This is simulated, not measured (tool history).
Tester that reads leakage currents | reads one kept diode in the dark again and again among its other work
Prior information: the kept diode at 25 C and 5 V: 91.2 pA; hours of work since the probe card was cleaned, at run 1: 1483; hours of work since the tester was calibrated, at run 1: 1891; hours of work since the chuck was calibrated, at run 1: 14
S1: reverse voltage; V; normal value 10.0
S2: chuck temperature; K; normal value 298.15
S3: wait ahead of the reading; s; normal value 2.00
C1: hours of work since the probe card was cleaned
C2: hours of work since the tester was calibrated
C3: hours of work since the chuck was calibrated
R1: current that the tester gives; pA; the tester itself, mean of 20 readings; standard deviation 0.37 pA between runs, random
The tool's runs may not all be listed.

{"run": 1, "hour": 0.0, "S1": 10.0, "S2": 298.15, "S3": 2.0, "C1": 1483, "C2": 1891, "C3": 14, "R1": 134.45}
{"run": 2, "hour": 109.5, "S1": 10.0, "S2": 298.15, "S3": 2.0, "C1": 1536, "C2": 1944, "C3": 67, "R1": 135.93}
{"hour": 279.5, "done": "probe card cleaned and baked"}
{"run": 3, "hour": 284.0, "S1": 10.0, "S2": 298.15, "S3": 2.0, "C1": 2, "C2": 2027, "C3": 150, "R1": 131.58}
{"run": 4, "hour": 378.0, "S1": 10.0, "S2": 298.15, "S3": 2.0, "C1": 48, "C2": 2072, "C3": 195, "R1": 131.82}
{"run": 5, "hour": 579.7, "S1": 10.0, "S2": 298.15, "S3": 2.0, "C1": 145, "C2": 2170, "C3": 293, "R1": 135.75}
{"run": 6, "hour": 671.9, "S1": 10.0, "S2": 298.15, "S3": 2.38, "C1": 190, "C2": 2214, "C3": 337, "R1": 136.39}
{"run": 7, "hour": 798.7, "S1": 13.3, "S2": 298.15, "S3": 2.38, "C1": 251, "C2": 2276, "C3": 399, "R1": 157.7}
{"run": 8, "hour": 974.3, "S1": 13.3, "S2": 298.15, "S3": 2.38, "C1": 336, "C2": 2361, "C3": 484, "R1": 161.81}
{"run": 9, "hour": 1096.4, "S1": 3.8, "S2": 298.15, "S3": 2.0, "C1": 395, "C2": 2420, "C3": 543, "R1": 94.57}
{"run": 10, "hour": 1293.2, "S1": 1.8, "S2": 298.15, "S3": 2.0, "C1": 490, "C2": 2515, "C3": 638, "R1": 70.09}
{"hour": 1314.2, "done": "tester calibrated"}
{"run": 11, "hour": 1415.9, "S1": 1.8, "S2": 298.15, "S3": 2.0, "C1": 549, "C2": 49, "C3": 696, "R1": 71.54}
{"run": 12, "hour": 1517.6, "S1": 10.0, "S2": 298.15, "S3": 2.0, "C1": 598, "C2": 98, "C3": 746, "R1": 153.65}
{"run": 13, "hour": 1673.7, "S1": 10.0, "S2": 298.15, "S3": 1.83, "C1": 674, "C2": 174, "C3": 821, "R1": 157.38}
{"hour": 1726.0, "done": "chuck's temperature calibrated"}
{"run": 14, "hour": 1825.1, "S1": 10.0, "S2": 298.15, "S3": 1.83, "C1": 746, "C2": 246, "C3": 48, "R1": 134.45}
{"run": 15, "hour": 2031.9, "S1": 10.0, "S2": 298.15, "S3": 1.83, "C1": 846, "C2": 346, "C3": 148, "R1": 138.38}
{"run": 16, "hour": 2246.4, "S1": 10.0, "S2": 299.15, "S3": 2.0, "C1": 950, "C2": 450, "C3": 252, "R1": 155.09}
{"run": 17, "hour": 2359.7, "S1": 10.0, "S2": 299.15, "S3": 2.0, "C1": 1004, "C2": 505, "C3": 307, "R1": 156.99}
{"hour": 2405.5, "done": "tester calibrated, once more"}
{"run": 18, "hour": 2529.1, "S1": 18.4, "S2": 299.15, "S3": 6.63, "C1": 1085, "C2": 60, "C3": 388, "R1": 205.29}
{"run": 19, "hour": 2685.3, "S1": 18.4, "S2": 299.15, "S3": 6.63, "C1": 1161, "C2": 135, "C3": 463, "R1": 209.54}
{"run": 20, "hour": 2778.4, "S1": 19.6, "S2": 305.15, "S3": 2.0, "C1": 1206, "C2": 180, "C3": 508, "R1": 367.75}
{"run": 21, "hour": 2904.2, "S1": 19.6, "S2": 312.15, "S3": 2.0, "C1": 1267, "C2": 241, "C3": 569, "R1": 676.31}
{"run": 22, "hour": 2995.4, "S1": 17.7, "S2": 317.15, "S3": 7.7, "C1": 1311, "C2": 285, "C3": 613, "R1": 993.02}
{"run": 23, "hour": 3103.7, "S1": 17.7, "S2": 317.15, "S3": 7.7, "C1": 1363, "C2": 338, "C3": 666, "R1": 999.52}
{"run": 24, "hour": 3224.6, "S1": 2.1, "S2": 302.15, "S3": 1.05, "C1": 1422, "C2": 396, "C3": 724, "R1": 111.66}
{"run": 25, "hour": 3315.7, "S1": 17.3, "S2": 299.15, "S3": 3.51, "C1": 1466, "C2": 440, "C3": 768, "R1": 222.41}
{"run": 26, "hour": 3470.8, "S1": 17.3, "S2": 299.15, "S3": 3.51, "C1": 1541, "C2": 515, "C3": 843, "R1": 226.26}
{"hour": 3491.0, "done": "chuck's temperature calibrated"}
{"hour": 3639.6, "done": "probe card cleaned and baked"}
{"run": 27, "hour": 3655.1, "S1": 17.3, "S2": 299.15, "S3": 3.51, "C1": 7, "C2": 602, "C3": 78, "R1": 174.81}
{"run": 28, "hour": 3746.4, "S1": 17.3, "S2": 299.15, "S3": 3.51, "C1": 52, "C2": 646, "C3": 122, "R1": 175.92}
{"run": 29, "hour": 3851.9, "S1": 11.3, "S2": 332.15, "S3": 2.37, "C1": 103, "C2": 697, "C3": 173, "R1": 2391.97}
{"run": 30, "hour": 4057.4, "S1": 10.0, "S2": 328.15, "S3": 2.0, "C1": 202, "C2": 797, "C3": 273, "R1": 1705.48}
{"run": 31, "hour": 4168.4, "S1": 7.8, "S2": 320.15, "S3": 2.0, "C1": 256, "C2": 850, "C3": 326, "R1": 818.07}
{"run": 32, "hour": 4310.9, "S1": 10.0, "S2": 325.15, "S3": 2.0, "C1": 325, "C2": 919, "C3": 395, "R1": 1389.75}
{"run": 33, "hour": 4518.5, "S1": 10.0, "S2": 304.15, "S3": 0.89, "C1": 425, "C2": 1020, "C3": 496, "R1": 241.8}

Here are 4 independent what-if runs from the current tool condition. What would each one return?
{"run": "A", "hour": 4645.9, "S1": 12.4, "S2": 322.15, "S3": 0.72, "C1": 487, "C2": 1081, "C3": 557, "R1": "?"}
{"run": "B", "hour": 4645.9, "S1": 3.4, "S2": 304.15, "S3": 0.44, "C1": 487, "C2": 1081, "C3": 557, "R1": "?"}
{"run": "C", "hour": 4645.9, "S1": 10.0, "S2": 307.15, "S3": 7.16, "C1": 487, "C2": 1081, "C3": 557, "R1": "?"}
{"run": "D", "hour": 4645.9, "S1": 17.1, "S2": 297.15, "S3": 0.89, "C1": 487, "C2": 1081, "C3": 557, "R1": "?"}

run=A R1=1227.10
run=B R1=154.66
run=C R1=318.15
run=D R1=166.20
Take away the tool's hidden state, keep each run's random variation, and the runs would have read:
run=A R1=1096.12
run=B R1=136.06
run=C R1=279.75
run=D R1=142.61
